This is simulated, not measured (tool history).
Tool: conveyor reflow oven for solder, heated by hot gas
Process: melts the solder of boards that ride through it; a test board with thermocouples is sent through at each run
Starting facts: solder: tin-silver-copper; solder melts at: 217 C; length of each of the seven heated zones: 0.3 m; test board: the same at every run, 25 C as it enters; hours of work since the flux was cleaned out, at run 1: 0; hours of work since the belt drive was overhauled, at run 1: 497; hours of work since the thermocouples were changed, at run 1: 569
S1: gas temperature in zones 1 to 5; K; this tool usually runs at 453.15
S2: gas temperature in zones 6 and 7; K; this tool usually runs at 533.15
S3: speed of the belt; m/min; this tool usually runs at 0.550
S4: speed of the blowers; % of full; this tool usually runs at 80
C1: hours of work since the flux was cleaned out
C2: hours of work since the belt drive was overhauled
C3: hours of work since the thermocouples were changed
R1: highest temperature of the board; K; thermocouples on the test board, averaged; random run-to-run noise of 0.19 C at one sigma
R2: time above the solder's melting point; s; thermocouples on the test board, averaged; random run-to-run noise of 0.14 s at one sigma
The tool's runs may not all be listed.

{"run": 1, "hour": 0.0, "S1": 453.15, "S2": 533.15, "S3": 0.55, "S4": 80, "C1": 0, "C2": 497, "C3": 569, "R1": 519.95, "R2": 49.1}
{"run": 2, "hour": 28.8, "S1": 453.15, "S2": 533.15, "S3": 0.55, "S4": 80, "C1": 18, "C2": 515, "C3": 588, "R1": 520.45, "R2": 48.9}
{"run": 3, "hour": 43.8, "S1": 453.15, "S2": 533.15, "S3": 0.55, "S4": 80, "C1": 28, "C2": 525, "C3": 597, "R1": 520.25, "R2": 48.8}
{"run": 4, "hour": 67.4, "S1": 453.15, "S2": 533.15, "S3": 0.55, "S4": 80, "C1": 43, "C2": 540, "C3": 612, "R1": 520.05, "R2": 48.7}
{"run": 5, "hour": 88.0, "S1": 453.15, "S2": 533.15, "S3": 0.55, "S4": 64, "C1": 56, "C2": 553, "C3": 626, "R1": 516.45, "R2": 44.9}
{"run": 6, "hour": 113.2, "S1": 453.15, "S2": 533.15, "S3": 0.55, "S4": 80, "C1": 72, "C2": 569, "C3": 642, "R1": 519.45, "R2": 48.5}
{"run": 7, "hour": 141.0, "S1": 453.15, "S2": 533.15, "S3": 0.55, "S4": 80, "C1": 90, "C2": 587, "C3": 659, "R1": 519.25, "R2": 48.3}
{"run": 8, "hour": 155.9, "S1": 453.15, "S2": 543.15, "S3": 0.55, "S4": 80, "C1": 99, "C2": 596, "C3": 669, "R1": 528.25, "R2": 53.5}
{"run": 9, "hour": 171.1, "S1": 453.15, "S2": 543.15, "S3": 0.55, "S4": 80, "C1": 109, "C2": 606, "C3": 679, "R1": 528.15, "R2": 53.2}
{"run": 10, "hour": 193.1, "S1": 453.15, "S2": 543.15, "S3": 0.55, "S4": 80, "C1": 123, "C2": 620, "C3": 693, "R1": 527.45, "R2": 53.3}
{"run": 11, "hour": 218.8, "S1": 457.15, "S2": 533.15, "S3": 0.55, "S4": 80, "C1": 140, "C2": 637, "C3": 709, "R1": 519.45, "R2": 49.6}
{"run": 12, "hour": 235.0, "S1": 457.15, "S2": 533.15, "S3": 0.55, "S4": 80, "C1": 150, "C2": 647, "C3": 719, "R1": 519.55, "R2": 49.5}
{"run": 13, "hour": 260.7, "S1": 453.15, "S2": 544.15, "S3": 0.55, "S4": 80, "C1": 166, "C2": 663, "C3": 736, "R1": 528.35, "R2": 53.4}
{"run": 14, "hour": 288.7, "S1": 453.15, "S2": 544.15, "S3": 0.55, "S4": 80, "C1": 184, "C2": 681, "C3": 754, "R1": 527.95, "R2": 53.1}
{"hour": 305.3, "done": "thermocouples of zones 6 and 7 changed"}
{"run": 15, "hour": 311.4, "S1": 453.15, "S2": 544.15, "S3": 0.55, "S4": 80, "C1": 198, "C2": 694, "C3": 4, "R1": 530.05, "R2": 54.2}
{"hour": 340.0, "done": "flux residue cleaned out of gas plates and filters"}
{"run": 16, "hour": 342.6, "S1": 458.15, "S2": 531.15, "S3": 0.636, "S4": 80, "C1": 2, "C2": 711, "C3": 21, "R1": 517.35, "R2": 41.1}
{"run": 17, "hour": 367.7, "S1": 459.15, "S2": 524.15, "S3": 0.52, "S4": 51, "C1": 18, "C2": 727, "C3": 37, "R1": 510.15, "R2": 43.0}
{"run": 18, "hour": 389.5, "S1": 459.15, "S2": 546.15, "S3": 0.52, "S4": 64, "C1": 32, "C2": 741, "C3": 51, "R1": 531.95, "R2": 60.3}
{"run": 19, "hour": 413.3, "S1": 459.15, "S2": 546.15, "S3": 0.52, "S4": 64, "C1": 47, "C2": 756, "C3": 66, "R1": 531.75, "R2": 60.2}
{"hour": 419.1, "done": "belt drive overhauled, speed set with a stopwatch"}
{"run": 20, "hour": 441.1, "S1": 466.15, "S2": 539.15, "S3": 0.47, "S4": 64, "C1": 62, "C2": 14, "C3": 81, "R1": 529.15, "R2": 69.5}

Forecast run 21:
{"run": 21, "hour": 468.1, "S1": 460.15, "S2": 544.15, "S3": 0.631, "S4": 82, "C1": 79, "C2": 31, "C3": 98, "R1": "?", "R2": "?"}

{"run 21": {"R1": 528.95, "R2": 48.3}}
With the hidden condition absent and the run-to-run variation left alone, this run would have shown R1 529.85 K, R2 48.1 s.
